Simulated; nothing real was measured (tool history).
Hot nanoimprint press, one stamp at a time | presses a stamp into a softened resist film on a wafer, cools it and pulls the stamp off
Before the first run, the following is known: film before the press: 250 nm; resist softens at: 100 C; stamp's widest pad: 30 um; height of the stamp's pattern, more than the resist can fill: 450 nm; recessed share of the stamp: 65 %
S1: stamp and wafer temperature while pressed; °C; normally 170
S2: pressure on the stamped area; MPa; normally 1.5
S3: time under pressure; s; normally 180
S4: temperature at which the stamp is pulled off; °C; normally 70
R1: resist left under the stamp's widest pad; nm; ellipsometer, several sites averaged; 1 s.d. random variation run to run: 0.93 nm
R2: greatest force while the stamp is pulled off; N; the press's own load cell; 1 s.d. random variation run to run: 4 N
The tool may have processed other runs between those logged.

Run 1, hour 0: usual settings. Result: R1 133.5 nm, R2 300 N.
At hour 16.6: plate thermocouple calibrated.
Run 2, hour 29.6: usual settings. Result: R1 132.9 nm, R2 298 N.
Run 3, hour 52.2: usual settings. Result: R1 131.5 nm, R2 301 N.
Run 4, hour 73.7: usual settings. Result: R1 133.2 nm, R2 307 N.
Run 5, hour 85.5: usual settings but S1 176 °C. Result: R1 103.8 nm, R2 297 N.
Run 6, hour 99.8: usual settings. Result: R1 132.6 nm, R2 308 N.
Run 7, hour 125.8: usual settings. Result: R1 133.5 nm, R2 295 N.
At hour 155.6: stamp cleaned and given a new release coat.
Run 8, hour 156.9: usual settings. Result: R1 133.2 nm, R2 192 N.
Run 9, hour 170.7: usual settings. Result: R1 131.8 nm, R2 198 N.
Run 10, hour 182.8: usual settings. Result: R1 133.3 nm, R2 193 N.
Run 11, hour 201: usual settings. Result: R1 132 nm, R2 204 N.
Run 12, hour 223.2: usual settings but S2 2.03 MPa, S3 144 s. Result: R1 126.9 nm, R2 198 N.
Run 13, hour 245.7: usual settings but S1 166 °C, S2 1.51 MPa, S3 216 s, S4 71 °C. Result: R1 146.4 nm, R2 196 N.
Run 14, hour 272.3: usual settings but S1 177 °C, S2 1.76 MPa, S4 72 °C. Result: R1 91.5 nm, R2 193 N.
Run 15, hour 285.1: usual settings but S1 177 °C, S2 1.76 MPa, S4 72 °C. Result: R1 92.2 nm, R2 194 N.
Run 16, hour 306.6: usual settings but S1 177 °C, S2 1.76 MPa, S4 72 °C. Result: R1 94.3 nm, R2 199 N.
Run 17, hour 335.4: usual settings but S1 169 °C, S2 1.04 MPa, S4 75 °C. Result: R1 159 nm, R2 176 N.
Run 18, hour 356.4: usual settings but S1 169 °C, S2 1.04 MPa, S4 75 °C. Result: R1 160.8 nm, R2 188 N.
Run 19, hour 380.9: usual settings but S1 169 °C, S2 1.04 MPa, S4 75 °C. Result: R1 161.5 nm, R2 183 N.
Run 20, hour 407.7: usual settings but S1 182 °C, S3 166 s. Result: R1 85.1 nm, R2 213 N.
At hour 426.7: press's hydraulic seals changed and the load cell set to zero.
Run 21, hour 440.9: usual settings but S1 180 °C, S2 1.28 MPa, S3 152 s, S4 73 °C. Result: R1 101.4 nm, R2 202 N.
Run 22, hour 454.7: usual settings but S1 180 °C, S2 1.28 MPa, S3 152 s, S4 73 °C. Result: R1 99.4 nm, R2 197 N.

4 options for the next run, each taken on its own from the tool as it stands now. Forecast them:
Run A, hour 468.6: usual settings but S1 180 °C, S2 1.28 MPa, S3 263 s, S4 73 °C. Result: R1 ?, R2 ?.
Run B, hour 468.6: usual settings but S1 179 °C, S2 1.28 MPa, S3 152 s, S4 73 °C. Result: R1 ?, R2 ?.
Run C, hour 468.6: usual settings but S1 180 °C, S2 1.28 MPa, S3 102 s, S4 72 °C. Result: R1 ?, R2 ?.
Run D, hour 468.6: usual settings but S1 161 °C, S2 1.28 MPa, S3 152 s, S4 62 °C. Result: R1 ?, R2 ?.

run     R1   R2
  A   80.4  206
  B  104.2  208
  C    117  204
  D  199.5  282
Without the tool's unlogged condition, the same runs would have read:
run     R1   R2
  A   79.3  181
  B  102.9  182
  C  115.6  179
  D  197.7  248

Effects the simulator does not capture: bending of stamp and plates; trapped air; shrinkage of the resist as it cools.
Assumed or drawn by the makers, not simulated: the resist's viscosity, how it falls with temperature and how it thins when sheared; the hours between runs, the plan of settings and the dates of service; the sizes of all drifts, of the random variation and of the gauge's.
